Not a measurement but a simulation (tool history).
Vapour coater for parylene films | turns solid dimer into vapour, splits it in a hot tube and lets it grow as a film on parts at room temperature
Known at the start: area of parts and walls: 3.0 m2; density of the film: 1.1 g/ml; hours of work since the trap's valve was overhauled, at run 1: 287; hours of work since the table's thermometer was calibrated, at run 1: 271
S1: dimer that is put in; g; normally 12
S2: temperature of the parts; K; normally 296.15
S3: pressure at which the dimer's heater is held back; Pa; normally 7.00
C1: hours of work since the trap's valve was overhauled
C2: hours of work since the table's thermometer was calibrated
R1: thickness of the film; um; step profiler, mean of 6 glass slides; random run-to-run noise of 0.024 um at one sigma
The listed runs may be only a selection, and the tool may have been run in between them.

run   hour  S1      S2    S3   C1   C2    R1
  1    0.0  12  296.15  7.00  287  271  2.08
  2   24.2  12  296.15  7.00  297  281  2.10
  3   50.6  11  296.15  7.00  308  292  1.93
  4   73.9  11  296.15  7.00  317  301  1.93
  5   97.5  11  296.15  6.48  327  311  1.97
  6  125.5  11  296.15  6.48  339  323  1.97
  7  141.6  12  296.15  7.00  345  329  2.11
  8  168.3  12  296.15  7.00  356  340  2.08
  9  192.9  12  296.15  2.92  366  350  2.32
 10  208.1  12  296.15  2.92  372  356  2.31
 11  227.4  12  296.15  7.00  380  364  2.10
 12  251.5  18  296.15  7.00  390  374  3.14
 13  271.0  18  295.15  7.00  398  382  3.29
 14  293.5  18  295.15  7.00  407  391  3.27
 15  307.2  12  296.15  7.00  413  397  2.09
 16  334.3  12  296.15  7.00  424  408  2.10
 17  351.0  12  291.15  7.00  431  415  2.50
 18  375.0  18  296.15  7.00  440  424  3.20
 19  402.5   5  296.15  7.00  452  436  0.87
 20  415.7   5  296.15  7.00  457  441  0.89
 21  437.7  12  296.15  7.00  466  450  2.13
 22  455.5  12  296.15  7.00  473  457  2.08
 23  478.0  12  296.15  7.00  482  466  2.07
 24  501.0  12  296.15  7.00  492  476  2.09
 25  525.7  12  296.15  7.00  502  486  2.11
     532.1  -- trap's valve overhauled
 26  544.6  12  301.15  7.00    5  492  1.82
 27  562.4  12  289.15  7.00   12  499  2.70
 28  581.5  21  296.15  3.33   20  507  3.98
 29  598.8   9  288.15  4.17   27  514  2.18
 30  616.7  10  288.15  4.98   34  521  2.40
 31  628.9  10  291.15  6.99   40  526  2.07
 32  651.4  16  299.15  2.58   49  535  2.87
 33  673.6  20  298.15  2.58   58  545  3.68
 34  690.5  20  298.15  2.58   65  551  3.69
 35  713.8  12  296.15  6.92   74  561  2.13
 36  726.5  12  296.15  7.39   79  566  2.10
 37  743.8  12  296.15  6.55   86  573  2.15
 38  765.2  12  296.15  6.55   95  582  2.14
 39  782.8  12  296.15  6.55  102  589  2.12
 40  796.8  12  293.15  6.55  108  595  2.33
 41  810.1  21  302.15  7.00  113  600  3.09
 42  828.6  11  294.15  2.53  121  608  2.33
 43  851.4  11  294.15  2.53  130  617  2.31
 44  878.0  11  294.15  2.53  141  628  2.26
 45  904.9  11  294.15  2.53  152  639  2.33
 46  931.7  11  289.15  4.69  163  650  2.58

Consider 5 possible next runs. They are alternatives, not a sequence: every one starts from the tool as it was left by run 46. What does each give?
  A  959.3  19  295.15  11.20  174  661   ?
  B  959.3  12  301.15   6.84  174  661   ?
  C  959.3  12  293.15   7.00  174  661   ?
  D  959.3   7  290.15   3.62  174  661   ?
  E  959.3  12  298.15   2.71  174  661   ?

run    R1
  A  3.36
  B  1.82
  C  2.34
  D  1.63
  E  2.17
Stripped of hidden state, with their random variation kept, the same runs would have yielded:
run    R1
  A  3.36
  B  1.82
  C  2.35
  D  1.63
  E  2.18

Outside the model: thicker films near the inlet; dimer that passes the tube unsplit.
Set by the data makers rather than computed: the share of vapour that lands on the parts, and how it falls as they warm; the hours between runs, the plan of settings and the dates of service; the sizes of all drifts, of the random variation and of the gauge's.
